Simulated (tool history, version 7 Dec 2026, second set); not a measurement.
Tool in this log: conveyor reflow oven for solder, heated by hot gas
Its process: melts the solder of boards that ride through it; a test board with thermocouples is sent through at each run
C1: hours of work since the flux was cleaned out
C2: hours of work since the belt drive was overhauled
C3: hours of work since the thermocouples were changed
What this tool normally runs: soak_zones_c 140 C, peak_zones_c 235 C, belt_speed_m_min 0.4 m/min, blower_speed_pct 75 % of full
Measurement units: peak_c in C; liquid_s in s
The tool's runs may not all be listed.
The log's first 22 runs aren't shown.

run 23 hour=866.9 | soak_zones_c=140 peak_zones_c=240 belt_speed_m_min=0.379 blower_speed_pct=66 | C1=129 C2=951 C3=1226 | peak_c=226.8 liquid_s=95.6
run 24 hour=919.8 | soak_zones_c=145 peak_zones_c=241 belt_speed_m_min=0.457 blower_speed_pct=66 | C1=161 C2=982 C3=1258 | peak_c=222.2 liquid_s=77.1
run 25 hour=964.4 | soak_zones_c=145 peak_zones_c=241 belt_speed_m_min=0.457 blower_speed_pct=66 | C1=187 C2=1008 C3=1284 | peak_c=222.1 liquid_s=77.2
run 26 hour=991.8 | soak_zones_c=135 peak_zones_c=235 belt_speed_m_min=0.438 blower_speed_pct=75 | C1=203 C2=1024 C3=1300 | peak_c=217.9 liquid_s=72.6
-- hour=1018.7 thermocouples of zones 6 and 7 changed
run 27 hour=1018.7 | soak_zones_c=135 peak_zones_c=235 belt_speed_m_min=0.438 blower_speed_pct=75 | C1=218 C2=1039 C3=0 | peak_c=216.3 liquid_s=71.6
-- hour=1038.5 flux residue cleaned out of gas plates and filters
run 28 hour=1053.6 | soak_zones_c=140 peak_zones_c=235 belt_speed_m_min=0.375 blower_speed_pct=75 | C1=9 C2=1056 C3=18 | peak_c=223.5 liquid_s=96
run 29 hour=1084.6 | soak_zones_c=130 peak_zones_c=235 belt_speed_m_min=0.396 blower_speed_pct=75 | C1=27 C2=1075 C3=36 | peak_c=220.9 liquid_s=82.8
run 30 hour=1116 | soak_zones_c=140 peak_zones_c=235 belt_speed_m_min=0.342 blower_speed_pct=78 | C1=46 C2=1093 C3=54 | peak_c=226.1 liquid_s=107.6
run 31 hour=1160.5 | soak_zones_c=143 peak_zones_c=230 belt_speed_m_min=0.4 blower_speed_pct=75 | C1=72 C2=1119 C3=80 | peak_c=217.7 liquid_s=84.4

Alternative continuations, all from the tool just after run 31; predict every row:
run A hour=1214.9 | soak_zones_c=134 peak_zones_c=235 belt_speed_m_min=0.368 blower_speed_pct=50 | C1=104 C2=1151 C3=112 | peak_c=? liquid_s=?
run B hour=1214.9 | soak_zones_c=137 peak_zones_c=235 belt_speed_m_min=0.4 blower_speed_pct=75 | C1=104 C2=1151 C3=112 | peak_c=? liquid_s=?
run C hour=1214.9 | soak_zones_c=143 peak_zones_c=249 belt_speed_m_min=0.426 blower_speed_pct=85 | C1=104 C2=1151 C3=112 | peak_c=? liquid_s=?

run=A peak_c=218.4 liquid_s=87.3
run=B peak_c=220.9 liquid_s=85
run=C peak_c=233.8 liquid_s=92.1
The same runs, with their run-to-run variation unchanged, on a tool lacking any hidden condition would have given:
run=A peak_c=217.8 liquid_s=84.1
run=B peak_c=220.6 liquid_s=82.3
run=C peak_c=233.5 liquid_s=89.2
